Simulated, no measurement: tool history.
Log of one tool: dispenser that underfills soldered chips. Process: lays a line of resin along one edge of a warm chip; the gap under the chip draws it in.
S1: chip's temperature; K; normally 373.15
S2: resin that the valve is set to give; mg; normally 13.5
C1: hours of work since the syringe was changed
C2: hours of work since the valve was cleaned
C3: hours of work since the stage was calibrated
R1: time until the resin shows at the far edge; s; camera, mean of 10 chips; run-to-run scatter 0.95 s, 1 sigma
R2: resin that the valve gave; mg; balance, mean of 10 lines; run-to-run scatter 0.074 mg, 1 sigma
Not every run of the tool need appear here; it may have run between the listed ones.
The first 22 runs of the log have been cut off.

run 23 hour=208.6 | S1=375.15 S2=13.4 | C1=7 C2=46 C3=95 | R1=128.0 R2=12.81
-- hour=213.5 new syringe of resin
run 24 hour=215.9 | S1=375.15 S2=12.9 | C1=1 C2=51 C3=100 | R1=96.9 R2=12.19
run 25 hour=222.2 | S1=387.15 S2=11.8 | C1=5 C2=54 C3=103 | R1=86.3 R2=11.04
-- hour=228.9 new syringe of resin
run 26 hour=228.9 | S1=363.15 S2=13.5 | C1=0 C2=58 C3=107 | R1=129.0 R2=12.78
run 27 hour=239.2 | S1=384.15 S2=13.4 | C1=6 C2=65 C3=114 | R1=98.0 R2=12.43
-- hour=244.6 new syringe of resin
run 28 hour=246.8 | S1=384.15 S2=13.4 | C1=1 C2=69 C3=118 | R1=73.1 R2=12.52
-- hour=260.1 new syringe of resin
run 29 hour=260.1 | S1=378.15 S2=14.4 | C1=0 C2=77 C3=126 | R1=80.4 R2=13.40
-- hour=268.1 dispensing valve cleaned and set on the balance
run 30 hour=269.0 | S1=371.15 S2=12.9 | C1=5 C2=1 C3=131 | R1=130.9 R2=12.94
-- hour=276.6 new syringe of resin
run 31 hour=278.0 | S1=368.15 S2=12.8 | C1=1 C2=6 C3=136 | R1=114.0 R2=12.78
run 32 hour=290.1 | S1=379.15 S2=12.8 | C1=8 C2=13 C3=144 | R1=125.2 R2=12.68

Expected results for the next run?
-- hour=292.0 new syringe of resin
run 33 hour=300.7 | S1=379.15 S2=12.8 | C1=5 C2=20 C3=150 | R1=? R2=?

R1: 103.7 s
R2: 12.60 mg
The same run, on a tool lacking any hidden state, would have yielded R1 75.9 s, R2 12.81 mg.

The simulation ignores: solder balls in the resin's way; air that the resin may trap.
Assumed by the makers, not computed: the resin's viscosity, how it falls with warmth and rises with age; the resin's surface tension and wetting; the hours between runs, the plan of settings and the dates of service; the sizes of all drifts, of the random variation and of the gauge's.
